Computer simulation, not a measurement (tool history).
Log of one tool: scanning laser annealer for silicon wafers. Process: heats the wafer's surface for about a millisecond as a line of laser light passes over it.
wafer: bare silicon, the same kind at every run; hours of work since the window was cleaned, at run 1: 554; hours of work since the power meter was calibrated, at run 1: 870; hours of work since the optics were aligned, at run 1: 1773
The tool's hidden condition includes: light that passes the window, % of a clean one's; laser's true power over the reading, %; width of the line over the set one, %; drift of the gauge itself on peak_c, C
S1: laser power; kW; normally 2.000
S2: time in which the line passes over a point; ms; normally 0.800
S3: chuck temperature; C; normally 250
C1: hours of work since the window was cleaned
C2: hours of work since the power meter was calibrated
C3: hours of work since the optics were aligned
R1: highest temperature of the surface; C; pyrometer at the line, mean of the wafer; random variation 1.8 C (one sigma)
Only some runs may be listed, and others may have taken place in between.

run	hour	S1	S2	S3	C1	C2	C3	R1
1	0.0	2.000	0.800	250	554	870	1773	988
2	56.0	2.000	0.800	250	583	899	1801	984
3	91.4	2.000	0.800	250	601	917	1819	983
4	127.3	2.000	0.800	250	619	936	1838	981
# hour 174.9: optics aligned, line set to its width
5	184.4	2.000	0.825	250	646	962	5	988
6	232.6	2.000	0.825	250	670	987	30	987
7	269.6	2.081	0.800	250	689	1006	48	1006
8	323.8	2.109	0.728	250	717	1034	76	982
# hour 364.2: optics aligned, line set to its width, once more
9	364.2	2.074	0.826	217	735	1052	0	995
10	390.0	2.074	0.826	217	748	1065	13	995
11	437.4	2.000	0.800	240	773	1089	37	977
12	474.6	2.000	0.632	231	792	1108	57	894
# hour 494.5: window over the wafer cleaned
13	507.9	2.006	0.581	231	7	1124	73	901
14	539.3	2.006	0.581	231	23	1140	89	902

What if the next run were any one of these 5? Each begins from the tool's condition after run 14:
A	595.0	1.966	0.641	250	51	1169	117	?
B	595.0	2.008	0.982	245	51	1169	117	?
C	595.0	1.823	0.643	243	51	1169	117	?
D	595.0	1.891	0.567	231	51	1169	117	?
E	595.0	1.773	0.581	257	51	1169	117	?

run	R1
A	935
B	1091
C	884
D	858
E	853
Had the tool no hidden state, the same runs would have come out as:
run	R1
A	938
B	1094
C	887
D	860
E	855

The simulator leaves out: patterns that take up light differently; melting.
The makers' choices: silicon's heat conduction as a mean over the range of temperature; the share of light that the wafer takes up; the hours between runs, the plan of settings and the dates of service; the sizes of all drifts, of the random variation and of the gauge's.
